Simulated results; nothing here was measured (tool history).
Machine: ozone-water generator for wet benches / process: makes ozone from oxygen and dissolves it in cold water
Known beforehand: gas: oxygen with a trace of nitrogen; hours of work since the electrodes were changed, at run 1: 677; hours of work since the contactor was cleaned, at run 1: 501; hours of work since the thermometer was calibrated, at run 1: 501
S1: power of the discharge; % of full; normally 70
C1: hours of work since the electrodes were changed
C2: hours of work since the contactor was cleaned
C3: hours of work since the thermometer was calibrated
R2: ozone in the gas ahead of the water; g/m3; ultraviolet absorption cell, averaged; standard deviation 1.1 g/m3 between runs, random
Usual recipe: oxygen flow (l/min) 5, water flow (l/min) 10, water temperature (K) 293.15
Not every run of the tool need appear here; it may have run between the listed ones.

run 1 hour=0 | S1=70 oxygen_flow_(l/min)=5 water_flow_(l/min)=10 water_temperature_(K)=293.15 | C1=677 C2=501 C3=501 | dissolved_ozone_(ppm)=30.9 R2=200
run 2 hour=117.7 | S1=70 oxygen_flow_(l/min)=5 water_flow_(l/min)=12 water_temperature_(K)=293.15 | C1=781 C2=605 C3=605 | dissolved_ozone_(ppm)=27.6 R2=197.6
run 3 hour=240.6 | S1=70 oxygen_flow_(l/min)=5 water_flow_(l/min)=12 water_temperature_(K)=293.15 | C1=890 C2=714 C3=714 | dissolved_ozone_(ppm)=27.3 R2=197
run 4 hour=320 | S1=55 oxygen_flow_(l/min)=5 water_flow_(l/min)=10 water_temperature_(K)=293.15 | C1=960 C2=784 C3=784 | dissolved_ozone_(ppm)=25.5 R2=163.6
run 5 hour=407.4 | S1=70 oxygen_flow_(l/min)=5 water_flow_(l/min)=10 water_temperature_(K)=293.15 | C1=1037 C2=862 C3=862 | dissolved_ozone_(ppm)=30.2 R2=196.5
run 6 hour=504.3 | S1=94 oxygen_flow_(l/min)=5 water_flow_(l/min)=10 water_temperature_(K)=293.15 | C1=1123 C2=947 C3=947 | dissolved_ozone_(ppm)=37.1 R2=243.2
run 7 hour=574.9 | S1=94 oxygen_flow_(l/min)=5 water_flow_(l/min)=10 water_temperature_(K)=293.15 | C1=1185 C2=1010 C3=1010 | dissolved_ozone_(ppm)=37.2 R2=243.6
run 8 hour=700.4 | S1=94 oxygen_flow_(l/min)=5 water_flow_(l/min)=10 water_temperature_(K)=293.15 | C1=1296 C2=1121 C3=1121 | dissolved_ozone_(ppm)=36.9 R2=242.8
run 9 hour=847.4 | S1=94 oxygen_flow_(l/min)=5 water_flow_(l/min)=10 water_temperature_(K)=293.15 | C1=1426 C2=1251 C3=1251 | dissolved_ozone_(ppm)=36.6 R2=240.6
run 10 hour=962.2 | S1=94 oxygen_flow_(l/min)=5 water_flow_(l/min)=11 water_temperature_(K)=293.15 | C1=1528 C2=1352 C3=1352 | dissolved_ozone_(ppm)=34.3 R2=239.3
run 11 hour=1035.5 | S1=94 oxygen_flow_(l/min)=5 water_flow_(l/min)=11 water_temperature_(K)=293.15 | C1=1593 C2=1417 C3=1417 | dissolved_ozone_(ppm)=34.2 R2=240
run 12 hour=1105.6 | S1=70 oxygen_flow_(l/min)=5 water_flow_(l/min)=10 water_temperature_(K)=301.15 | C1=1655 C2=1479 C3=1479 | dissolved_ozone_(ppm)=24.5 R2=193.5
run 13 hour=1261 | S1=70 oxygen_flow_(l/min)=5 water_flow_(l/min)=10 water_temperature_(K)=301.15 | C1=1792 C2=1617 C3=1617 | dissolved_ozone_(ppm)=24.3 R2=193.2
run 14 hour=1388.3 | S1=70 oxygen_flow_(l/min)=5 water_flow_(l/min)=10 water_temperature_(K)=301.15 | C1=1905 C2=1729 C3=1729 | dissolved_ozone_(ppm)=24.5 R2=193.1
-- hour=1472.5 contactor cleaned
run 15 hour=1472.5 | S1=70 oxygen_flow_(l/min)=5 water_flow_(l/min)=10 water_temperature_(K)=293.15 | C1=1976 C2=0 C3=1800 | dissolved_ozone_(ppm)=29.2 R2=190.9
run 16 hour=1591.2 | S1=70 oxygen_flow_(l/min)=5 water_flow_(l/min)=10 water_temperature_(K)=293.15 | C1=2081 C2=105 C3=1905 | dissolved_ozone_(ppm)=29.2 R2=190.1
run 17 hour=1722.9 | S1=70 oxygen_flow_(l/min)=5 water_flow_(l/min)=10 water_temperature_(K)=293.15 | C1=2197 C2=222 C3=2022 | dissolved_ozone_(ppm)=29.2 R2=190.4
run 18 hour=1837.3 | S1=50 oxygen_flow_(l/min)=7.5 water_flow_(l/min)=10 water_temperature_(K)=299.15 | C1=2298 C2=323 C3=2123 | dissolved_ozone_(ppm)=19.4 R2=125.6
run 19 hour=1953 | S1=50 oxygen_flow_(l/min)=7.5 water_flow_(l/min)=10 water_temperature_(K)=299.15 | C1=2401 C2=425 C3=2225 | dissolved_ozone_(ppm)=18.9 R2=125.7
run 20 hour=2026.1 | S1=70 oxygen_flow_(l/min)=5 water_flow_(l/min)=9 water_temperature_(K)=293.15 | C1=2465 C2=490 C3=2290 | dissolved_ozone_(ppm)=30.5 R2=188.5
run 21 hour=2149.7 | S1=70 oxygen_flow_(l/min)=5 water_flow_(l/min)=9 water_temperature_(K)=293.15 | C1=2575 C2=599 C3=2399 | dissolved_ozone_(ppm)=30.2 R2=188.1
run 22 hour=2258 | S1=70 oxygen_flow_(l/min)=8.15 water_flow_(l/min)=13 water_temperature_(K)=293.15 | C1=2670 C2=695 C3=2495 | dissolved_ozone_(ppm)=24.1 R2=153.9
run 23 hour=2352.5 | S1=70 oxygen_flow_(l/min)=8.15 water_flow_(l/min)=13 water_temperature_(K)=293.15 | C1=2754 C2=778 C3=2578 | dissolved_ozone_(ppm)=24.2 R2=152.6
run 24 hour=2450.6 | S1=64 oxygen_flow_(l/min)=4.32 water_flow_(l/min)=14 water_temperature_(K)=295.15 | C1=2841 C2=865 C3=2665 | dissolved_ozone_(ppm)=20.8 R2=185.6
run 25 hour=2574.2 | S1=70 oxygen_flow_(l/min)=5 water_flow_(l/min)=10 water_temperature_(K)=289.15 | C1=2950 C2=974 C3=2774 | dissolved_ozone_(ppm)=30.1 R2=186
run 26 hour=2675.6 | S1=87 oxygen_flow_(l/min)=5 water_flow_(l/min)=10 water_temperature_(K)=293.15 | C1=3040 C2=1064 C3=2864 | dissolved_ozone_(ppm)=32.7 R2=214.6
run 27 hour=2822.2 | S1=87 oxygen_flow_(l/min)=5 water_flow_(l/min)=8 water_temperature_(K)=293.15 | C1=3169 C2=1194 C3=2994 | dissolved_ozone_(ppm)=36.3 R2=214.2
run 28 hour=2985.3 | S1=87 oxygen_flow_(l/min)=5 water_flow_(l/min)=8 water_temperature_(K)=293.15 | C1=3314 C2=1338 C3=3138 | dissolved_ozone_(ppm)=36.1 R2=210
run 29 hour=3104 | S1=70 oxygen_flow_(l/min)=4.9 water_flow_(l/min)=10 water_temperature_(K)=294.15 | C1=3419 C2=1443 C3=3243 | dissolved_ozone_(ppm)=27.1 R2=185.2
run 30 hour=3240 | S1=70 oxygen_flow_(l/min)=4.9 water_flow_(l/min)=10 water_temperature_(K)=294.15 | C1=3539 C2=1563 C3=3363 | dissolved_ozone_(ppm)=27 R2=181.9
run 31 hour=3322.7 | S1=70 oxygen_flow_(l/min)=5 water_flow_(l/min)=6 water_temperature_(K)=298.15 | C1=3612 C2=1636 C3=3437 | dissolved_ozone_(ppm)=30.7 R2=182.9
run 32 hour=3482.4 | S1=51 oxygen_flow_(l/min)=5 water_flow_(l/min)=10 water_temperature_(K)=290.15 | C1=3753 C2=1778 C3=3578 | dissolved_ozone_(ppm)=23.1 R2=147
-- hour=3507.9 contactor cleaned
run 33 hour=3586.3 | S1=54 oxygen_flow_(l/min)=8.93 water_flow_(l/min)=9 water_temperature_(K)=293.15 | C1=3842 C2=69 C3=3666 | dissolved_ozone_(ppm)=22.6 R2=119.8

3 options for the next run, each taken on its own from the tool as it stands now. Forecast them:
run A hour=3720 | S1=48 oxygen_flow_(l/min)=5 water_flow_(l/min)=10 water_temperature_(K)=293.15 | C1=3960 C2=188 C3=3784 | dissolved_ozone_(ppm)=? R2=?
run B hour=3720 | S1=54 oxygen_flow_(l/min)=8.93 water_flow_(l/min)=8 water_temperature_(K)=291.15 | C1=3960 C2=188 C3=3784 | dissolved_ozone_(ppm)=? R2=?
run C hour=3720 | S1=44 oxygen_flow_(l/min)=3.48 water_flow_(l/min)=9 water_temperature_(K)=288.15 | C1=3960 C2=188 C3=3784 | dissolved_ozone_(ppm)=? R2=?

run=A dissolved_ozone_(ppm)=21.2 R2=139.7
run=B dissolved_ozone_(ppm)=25.2 R2=119.2
run=C dissolved_ozone_(ppm)=23.2 R2=151.5
Without the tool's hidden state the same runs would have given:
run=A dissolved_ozone_(ppm)=23.4 R2=152.9
run=B dissolved_ozone_(ppm)=28.3 R2=131.9
run=C dissolved_ozone_(ppm)=25.4 R2=164.6
